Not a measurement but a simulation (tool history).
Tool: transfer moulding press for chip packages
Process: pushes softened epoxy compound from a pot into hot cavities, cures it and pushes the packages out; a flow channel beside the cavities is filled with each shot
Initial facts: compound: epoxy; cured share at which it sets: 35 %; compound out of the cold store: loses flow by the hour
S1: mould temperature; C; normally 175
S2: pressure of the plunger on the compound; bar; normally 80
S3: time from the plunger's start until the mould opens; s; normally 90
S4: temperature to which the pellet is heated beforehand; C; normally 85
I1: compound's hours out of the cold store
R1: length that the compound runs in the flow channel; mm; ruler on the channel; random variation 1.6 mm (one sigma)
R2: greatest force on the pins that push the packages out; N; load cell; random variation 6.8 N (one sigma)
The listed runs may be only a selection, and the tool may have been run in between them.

{"run": 1, "day": 0.0, "S1": 175, "S2": 80, "S3": 90, "S4": 85, "I1": 34.9, "R1": 595, "R2": 290}
{"day": 2.171, "done": "cavities cleaned with cleaning compound and waxed"}
{"run": 2, "day": 2.375, "S1": 175, "S2": 80, "S3": 90, "S4": 85, "I1": 47.4, "R1": 550, "R2": 301}
{"day": 3.238, "done": "plunger's sealing rings changed"}
{"run": 3, "day": 4.246, "S1": 175, "S2": 80, "S3": 90, "S4": 85, "I1": 43.1, "R1": 588, "R2": 470}
{"day": 4.404, "done": "cavities cleaned with cleaning compound and waxed"}
{"run": 4, "day": 5.267, "S1": 175, "S2": 80, "S3": 90, "S4": 85, "I1": 39.2, "R1": 597, "R2": 384}
{"run": 5, "day": 6.425, "S1": 175, "S2": 80, "S3": 90, "S4": 85, "I1": 29.2, "R1": 629, "R2": 497}
{"day": 6.625, "done": "cavities cleaned with cleaning compound and waxed"}
{"run": 6, "day": 8.517, "S1": 175, "S2": 80, "S3": 90, "S4": 85, "I1": 25.6, "R1": 632, "R2": 475}
{"day": 8.771, "done": "cavities cleaned with cleaning compound and waxed"}
{"run": 7, "day": 10.817, "S1": 175, "S2": 80, "S3": 90, "S4": 90, "I1": 36.9, "R1": 592, "R2": 469}
{"day": 11.004, "done": "cavities cleaned with cleaning compound and waxed"}
{"run": 8, "day": 11.942, "S1": 175, "S2": 80, "S3": 90, "S4": 85, "I1": 21.4, "R1": 640, "R2": 397}
{"day": 13.279, "done": "cavities cleaned with cleaning compound and waxed"}
{"run": 9, "day": 13.908, "S1": 175, "S2": 80, "S3": 90, "S4": 85, "I1": 27.7, "R1": 611, "R2": 352}
{"run": 10, "day": 15.175, "S1": 175, "S2": 80, "S3": 90, "S4": 85, "I1": 25.7, "R1": 617, "R2": 464}
{"day": 15.454, "done": "cavities cleaned with cleaning compound and waxed"}
{"day": 16.65, "done": "plunger's sealing rings changed"}
{"run": 11, "day": 16.996, "S1": 175, "S2": 80, "S3": 90, "S4": 85, "I1": 45.5, "R1": 580, "R2": 422}
{"day": 17.692, "done": "cavities cleaned with cleaning compound and waxed"}
{"run": 12, "day": 18.808, "S1": 176, "S2": 80, "S3": 90, "S4": 85, "I1": 45.2, "R1": 575, "R2": 371}
{"day": 19.925, "done": "cavities cleaned with cleaning compound and waxed"}
{"day": 20.383, "done": "mould's thermocouples calibrated"}
{"run": 13, "day": 20.442, "S1": 175, "S2": 80, "S3": 90, "S4": 85, "I1": 9.8, "R1": 694, "R2": 358}
{"day": 22.279, "done": "cavities cleaned with cleaning compound and waxed"}
{"run": 14, "day": 22.833, "S1": 175, "S2": 80, "S3": 114, "S4": 85, "I1": 19.7, "R1": 649, "R2": 290}
{"day": 24.408, "done": "cavities cleaned with cleaning compound and waxed"}
{"run": 15, "day": 24.979, "S1": 175, "S2": 80, "S3": 114, "S4": 85, "I1": 35.4, "R1": 598, "R2": 309}
{"day": 26.542, "done": "cavities cleaned with cleaning compound and waxed"}
{"run": 16, "day": 27.133, "S1": 170, "S2": 68.9, "S3": 90, "S4": 85, "I1": 45.9, "R1": 534, "R2": 452}
{"day": 28.708, "done": "cavities cleaned with cleaning compound and waxed"}
{"run": 17, "day": 28.708, "S1": 170, "S2": 68.9, "S3": 90, "S4": 85, "I1": 12.5, "R1": 630, "R2": 405}
{"run": 18, "day": 29.883, "S1": 170, "S2": 68.9, "S3": 90, "S4": 85, "I1": 12.8, "R1": 624, "R2": 593}
{"day": 30.112, "done": "plunger's sealing rings changed"}
{"day": 31.075, "done": "cavities cleaned with cleaning compound and waxed"}
{"run": 19, "day": 32.321, "S1": 170, "S2": 68.5, "S3": 90, "S4": 85, "I1": 15.8, "R1": 639, "R2": 601}
{"day": 33.204, "done": "cavities cleaned with cleaning compound and waxed"}
{"run": 20, "day": 33.567, "S1": 179, "S2": 95.9, "S3": 90, "S4": 85, "I1": 29.4, "R1": 672, "R2": 283}
{"run": 21, "day": 35.233, "S1": 179, "S2": 95.9, "S3": 90, "S4": 85, "I1": 27.7, "R1": 673, "R2": 427}
{"day": 35.479, "done": "cavities cleaned with cleaning compound and waxed"}
{"run": 22, "day": 37.058, "S1": 179, "S2": 95.9, "S3": 90, "S4": 85, "I1": 38.3, "R1": 633, "R2": 378}
{"day": 37.671, "done": "cavities cleaned with cleaning compound and waxed"}
{"run": 23, "day": 38.362, "S1": 174, "S2": 95.9, "S3": 106, "S4": 85, "I1": 39.1, "R1": 639, "R2": 335}
{"day": 39.883, "done": "cavities cleaned with cleaning compound and waxed"}
{"run": 24, "day": 40.662, "S1": 175, "S2": 80, "S3": 98, "S4": 85, "I1": 19.3, "R1": 641, "R2": 359}
{"run": 25, "day": 41.75, "S1": 183, "S2": 80, "S3": 98, "S4": 84, "I1": 13.6, "R1": 635, "R2": 378}

Forecast run 26:
{"day": 42.075, "done": "cavities cleaned with cleaning compound and waxed"}
{"day": 43.429, "done": "plunger's sealing rings changed"}
{"run": 26, "day": 44.221, "S1": 183, "S2": 80, "S3": 98, "S4": 84, "I1": 43.7, "R1": "?", "R2": "?"}

R1: 563 mm
R2: 399 N
Minus the tool's unlogged condition, the same run would have read R1 567 mm, R2 232 N.
